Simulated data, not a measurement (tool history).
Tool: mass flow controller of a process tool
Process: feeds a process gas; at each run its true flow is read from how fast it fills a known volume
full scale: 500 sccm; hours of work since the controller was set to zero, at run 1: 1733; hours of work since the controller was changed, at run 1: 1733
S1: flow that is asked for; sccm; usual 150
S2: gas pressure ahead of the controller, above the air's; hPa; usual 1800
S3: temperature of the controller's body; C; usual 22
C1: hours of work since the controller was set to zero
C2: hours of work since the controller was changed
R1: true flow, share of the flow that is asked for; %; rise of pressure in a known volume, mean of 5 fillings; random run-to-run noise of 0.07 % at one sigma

run 1 hour=0.0 | S1=150 S2=1800 S3=22 | C1=1733 C2=1733 | R1=97.05
run 2 hour=93.9 | S1=150 S2=1800 S3=22 | C1=1806 C2=1806 | R1=97.06
run 3 hour=152.5 | S1=150 S2=1800 S3=22 | C1=1851 C2=1851 | R1=96.97
run 4 hour=204.1 | S1=229 S2=1800 S3=22 | C1=1891 C2=1891 | R1=97.94
run 5 hour=270.1 | S1=229 S2=1800 S3=24 | C1=1942 C2=1942 | R1=98.09
run 6 hour=320.6 | S1=229 S2=1800 S3=24 | C1=1981 C2=1981 | R1=98.05
run 7 hour=400.1 | S1=229 S2=1800 S3=24 | C1=2042 C2=2042 | R1=98.09
run 8 hour=472.3 | S1=229 S2=1800 S3=24 | C1=2098 C2=2098 | R1=98.16
run 9 hour=560.3 | S1=150 S2=1800 S3=22 | C1=2166 C2=2166 | R1=97.07
run 10 hour=632.4 | S1=150 S2=1800 S3=22 | C1=2222 C2=2222 | R1=96.90
run 11 hour=722.1 | S1=59 S2=1800 S3=22 | C1=2291 C2=2291 | R1=94.74
run 12 hour=791.8 | S1=59 S2=1800 S3=22 | C1=2345 C2=2345 | R1=94.68
run 13 hour=883.8 | S1=59 S2=1800 S3=22 | C1=2416 C2=2416 | R1=94.74
run 14 hour=987.4 | S1=59 S2=1800 S3=22 | C1=2496 C2=2496 | R1=94.56
run 15 hour=1079.3 | S1=59 S2=1800 S3=22 | C1=2567 C2=2567 | R1=94.67
run 16 hour=1157.6 | S1=59 S2=1800 S3=22 | C1=2628 C2=2628 | R1=94.68
run 17 hour=1258.1 | S1=59 S2=1800 S3=26 | C1=2706 C2=2706 | R1=94.85
run 18 hour=1337.7 | S1=59 S2=1800 S3=26 | C1=2767 C2=2767 | R1=94.95
run 19 hour=1413.6 | S1=104 S2=1800 S3=33 | C1=2826 C2=2826 | R1=97.19
run 20 hour=1465.0 | S1=104 S2=1800 S3=33 | C1=2866 C2=2866 | R1=96.99
run 21 hour=1565.9 | S1=104 S2=1800 S3=33 | C1=2944 C2=2944 | R1=97.01
run 22 hour=1624.1 | S1=117 S2=1740 S3=25 | C1=2989 C2=2989 | R1=96.80
run 23 hour=1666.9 | S1=117 S2=1740 S3=25 | C1=3022 C2=3022 | R1=96.56
run 24 hour=1756.3 | S1=111 S2=1800 S3=22 | C1=3091 C2=3091 | R1=96.35
run 25 hour=1853.1 | S1=150 S2=1990 S3=22 | C1=3166 C2=3166 | R1=97.15
run 26 hour=1952.1 | S1=221 S2=2290 S3=34 | C1=3242 C2=3242 | R1=99.39
run 27 hour=2029.8 | S1=221 S2=1580 S3=29 | C1=3302 C2=3302 | R1=98.49
run 28 hour=2113.8 | S1=221 S2=1580 S3=29 | C1=3367 C2=3367 | R1=98.37
run 29 hour=2171.3 | S1=332 S2=2240 S3=29 | C1=3412 C2=3412 | R1=100.03
run 30 hour=2225.4 | S1=332 S2=2240 S3=29 | C1=3453 C2=3453 | R1=99.95
run 31 hour=2276.1 | S1=64 S2=2220 S3=22 | C1=3493 C2=3493 | R1=94.74
run 32 hour=2318.5 | S1=140 S2=1800 S3=22 | C1=3525 C2=3525 | R1=96.88
run 33 hour=2365.0 | S1=361 S2=1410 S3=25 | C1=3561 C2=3561 | R1=99.33
run 34 hour=2440.0 | S1=301 S2=2150 S3=27 | C1=3619 C2=3619 | R1=99.37

Difference, measured minus no-hidden-state, one row per run. Run-to-run variation is common to both terms; the gauge's own scatter need not be:
The tool's hidden condition here consists of: flow at rest that the sensor doesn't see, % of full scale; true flow over the shown one, %; drift of the gauge itself on true_pct, %.
run=1 R1=-0.17
run=2 R1=-0.17
run=3 R1=-0.18
run=4 R1=+0.14
run=5 R1=+0.14
run=6 R1=+0.15
run=7 R1=+0.15
run=8 R1=+0.16
run=9 R1=-0.19
run=10 R1=-0.20
run=11 R1=-1.84
run=12 R1=-1.88
run=13 R1=-1.93
run=14 R1=-1.98
run=15 R1=-2.02
run=16 R1=-2.06
run=17 R1=-2.11
run=18 R1=-2.14
run=19 R1=-0.79
run=20 R1=-0.79
run=21 R1=-0.81
run=22 R1=-0.61
run=23 R1=-0.61
run=24 R1=-0.72
run=25 R1=-0.25
run=26 R1=+0.22
run=27 R1=+0.21
run=28 R1=+0.22
run=29 R1=+0.57
run=30 R1=+0.57
run=31 R1=-2.30
run=32 R1=-0.38
run=33 R1=+0.64
run=34 R1=+0.52
